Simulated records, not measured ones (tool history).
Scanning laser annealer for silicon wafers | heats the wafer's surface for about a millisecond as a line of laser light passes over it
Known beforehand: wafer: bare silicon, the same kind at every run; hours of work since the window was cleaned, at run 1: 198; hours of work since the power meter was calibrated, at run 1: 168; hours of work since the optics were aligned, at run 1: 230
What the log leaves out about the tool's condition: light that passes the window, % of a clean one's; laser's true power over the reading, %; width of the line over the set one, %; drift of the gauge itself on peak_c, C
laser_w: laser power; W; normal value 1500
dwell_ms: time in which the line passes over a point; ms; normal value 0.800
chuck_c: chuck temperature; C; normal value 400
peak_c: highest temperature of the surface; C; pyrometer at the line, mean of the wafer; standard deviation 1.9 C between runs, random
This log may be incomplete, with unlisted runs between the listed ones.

run	day	laser_w	dwell_ms	chuck_c	hours of work since the window was cleaned	hours of work since the power meter was calibrated	hours of work since the optics were aligned	peak_c
1	0.000	1500	0.800	400	198	168	230	1164
2	0.283	1500	0.800	400	202	172	233	1166
3	0.454	1500	0.800	400	204	174	235	1167
4	0.704	1500	0.800	400	207	177	238	1163
5	0.938	1500	0.800	400	209	179	241	1164
6	1.225	1500	0.608	400	213	183	244	1060
7	1.521	1500	0.608	400	216	186	248	1062
8	1.842	1500	0.800	365	220	190	252	1126
9	2.108	1488	0.800	400	223	193	255	1155
10	2.350	1488	0.800	400	226	196	258	1152
11	2.579	1500	0.688	400	229	199	260	1106
12	2.929	1414	0.800	400	233	203	265	1105
13	3.196	1500	0.800	400	236	206	268	1160
14	3.458	1500	0.800	400	239	210	271	1161
15	3.625	1500	0.800	400	241	212	273	1159
16	3.996	1500	0.800	400	246	216	277	1159
17	4.162	1500	0.800	400	248	218	279	1159
18	4.521	1500	0.800	370	252	222	284	1130
19	4.771	1500	0.800	370	255	225	286	1132
# day 4.879: window over the wafer cleaned
20	5.017	1566	0.648	400	2	227	288	1105
21	5.333	1471	0.800	404	5	231	292	1127
22	5.542	1471	0.800	404	8	233	295	1128
23	5.821	1614	0.919	404	11	237	298	1280
24	5.983	1614	0.919	404	13	239	300	1283
25	6.242	1500	0.577	416	16	242	303	1043
# day 6.462: window over the wafer cleaned, once more
26	6.550	1335	0.749	411	1	244	306	1059
27	6.771	1500	0.942	400	4	247	308	1250
28	7.067	1626	0.616	400	7	251	312	1158
29	7.421	1542	0.841	412	11	255	316	1241
30	7.571	1500	0.800	407	13	257	318	1186
31	7.762	1557	0.575	373	15	259	320	1060
32	8.071	1437	0.724	374	19	262	324	1073
33	8.429	1292	0.938	394	23	267	328	1089
34	8.646	1292	0.938	394	26	269	331	1091

For each entry between runs, how does the tool's hidden state at the last listed run before it compare with that at the first listed run after it?
In the gap between runs 19 and 20: window over the wafer cleaned (day 4.879)
  light that passes the window, % of a clean one's: 97.8 -> 96.37
  the result without the hidden state subtracted from the measured one, peak_c: -26 -> -38 C
In the gap between runs 25 and 26: window over the wafer cleaned, once more (day 6.462)
  light that passes the window, % of a clean one's: 96.25 -> 99.99; laser's true power over the reading, %: -0.1 -> -0.11; width of the line over the set one, %: 0.6 -> 0.61
  the result without the hidden state subtracted from the measured one, peak_c: -36 -> -4 C

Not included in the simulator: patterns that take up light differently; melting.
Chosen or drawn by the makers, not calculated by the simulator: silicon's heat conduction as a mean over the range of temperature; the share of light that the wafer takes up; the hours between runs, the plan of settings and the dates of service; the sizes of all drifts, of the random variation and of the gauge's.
